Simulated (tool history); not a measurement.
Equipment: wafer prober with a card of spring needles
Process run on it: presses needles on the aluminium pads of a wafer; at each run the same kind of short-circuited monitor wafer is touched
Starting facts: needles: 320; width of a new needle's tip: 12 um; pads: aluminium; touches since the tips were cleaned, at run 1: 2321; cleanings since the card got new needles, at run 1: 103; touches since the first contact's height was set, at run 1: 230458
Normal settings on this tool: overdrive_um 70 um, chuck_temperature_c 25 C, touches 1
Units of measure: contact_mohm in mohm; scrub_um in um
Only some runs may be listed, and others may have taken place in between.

run   hour  overdrive_um  chuck_temperature_c  touches  touches since the tips were cleaned  cleanings since the card got new needles  touches since the first contact's height was set  contact_mohm  scrub_um
  1      0            70                   25        1                                 2321                                       103                                            230458           238      8.07
       7.9  -- tips cleaned on abrasive film
      20.9  -- tips cleaned on abrasive film
      21.2  -- height of the first contact set anew
      34.3  -- tips cleaned on abrasive film
      47.3  -- tips cleaned on abrasive film
      60.3  -- tips cleaned on abrasive film
  2   60.4            70                   25        1                                   37                                       108                                             21161           225      8.35
      70.9  -- tips cleaned on abrasive film
      83.9  -- tips cleaned on abrasive film
      94.4  -- tips cleaned on abrasive film
     107.4  -- tips cleaned on abrasive film
  3  110.2            70                   25        1                                 1539                                       112                                             48044           232      8.35
     118.1  -- tips cleaned on abrasive film
     131.2  -- tips cleaned on abrasive film
     144.2  -- tips cleaned on abrasive film
     157.2  -- tips cleaned on abrasive film
     170.3  -- tips cleaned on abrasive film
  4  172.9            70                   25        1                                 1437                                       117                                             81878           237      8.32
     180.8  -- tips cleaned on abrasive film
     193.8  -- tips cleaned on abrasive film
     206.9  -- tips cleaned on abrasive film
     219.9  -- tips cleaned on abrasive film
       233  -- tips cleaned on abrasive film
  5  239.7            70                   25        1                                 3684                                       122                                            117945           249      8.24
       245  -- tips cleaned on abrasive film
       258  -- tips cleaned on abrasive film
     271.1  -- tips cleaned on abrasive film
     281.5  -- tips cleaned on abrasive film
  6  287.1            70                   25        1                                 3044                                       126                                            143521           241      8.18
     292.4  -- tips cleaned on abrasive film
     305.5  -- tips cleaned on abrasive film
     318.5  -- tips cleaned on abrasive film
     331.6  -- tips cleaned on abrasive film
  7  334.5            70                   44        1                                 1613                                       130                                            169074           241      8.14
     342.4  -- tips cleaned on abrasive film
     352.8  -- tips cleaned on abrasive film
     365.9  -- tips cleaned on abrasive film
     376.3  -- tips cleaned on abrasive film
     389.4  -- tips cleaned on abrasive film
     402.4  -- tips cleaned on abrasive film
  8  402.7            70                   25        1                                  153                                       136                                            205848           231      8.07
     413.2  -- tips cleaned on abrasive film
       421  -- tips cleaned on abrasive film, once more
     434.1  -- tips cleaned on abrasive film
     447.1  -- tips cleaned on abrasive film
     460.2  -- tips cleaned on abrasive film
  9  462.1            70                   70        1                                 1032                                       141                                            237861           248      7.96
     470.1  -- height of the first contact set anew
     472.8  -- tips cleaned on abrasive film
     485.9  -- tips cleaned on abrasive film
     498.9  -- tips cleaned on abrasive film
 10  502.4            70                   37        1                                 1919                                       144                                             17410           243      8.33
     510.3  -- tips cleaned on abrasive film
     523.3  -- tips cleaned on abrasive film
     534.6  -- tips cleaned on abrasive film
 11  534.6            58                   99        3                                    0                                       147                                             34753           253      6.95
     547.7  -- tips cleaned on abrasive film
     558.1  -- tips cleaned on abrasive film
     571.2  -- tips cleaned on abrasive film
     584.2  -- tips cleaned on abrasive film
     595.4  -- tips cleaned on abrasive film
 12  595.4            65                   25        1                                    0                                       152                                             67532           230      7.69
     608.4  -- tips cleaned on abrasive film
     621.5  -- tips cleaned on abrasive film
     634.5  -- tips cleaned on abrasive film
     647.5  -- tips cleaned on abrasive film
 13  652.6            65                   25        1                                 2735                                       156                                             98429           246       7.7
     660.4  -- tips cleaned on abrasive film
     673.5  -- tips cleaned on abrasive film
       684  -- tips cleaned on abrasive film
 14    684            65                   25        1                                    0                                       159                                            115371           231      7.67
     694.5  -- tips cleaned on abrasive film
     707.5  -- tips cleaned on abrasive film
 15  712.9            65                   25        1                                 2924                                       161                                            130970           251      7.66

Forecast each of these 3 alternatives for the next run:
     718.2  -- tips cleaned on abrasive film
     731.2  -- tips cleaned on abrasive film
  A  740.8            65                   26        1                                 5239                                       163                                            146069             ?         ?
     718.2  -- tips cleaned on abrasive film
     731.2  -- tips cleaned on abrasive film
  B  740.8            72                  103        1                                 5239                                       163                                            146069             ?         ?
     718.2  -- tips cleaned on abrasive film
     731.2  -- tips cleaned on abrasive film
  C  740.8            62                   52        3                                 5239                                       163                                            146069             ?         ?

run  contact_mohm  scrub_um
  A           260      7.58
  B           270      8.44
  C           249      7.27
What these runs would have given with no unlogged condition in the tool:
run  contact_mohm  scrub_um
  A           226      7.79
  B           243      8.65
  C           233      7.48
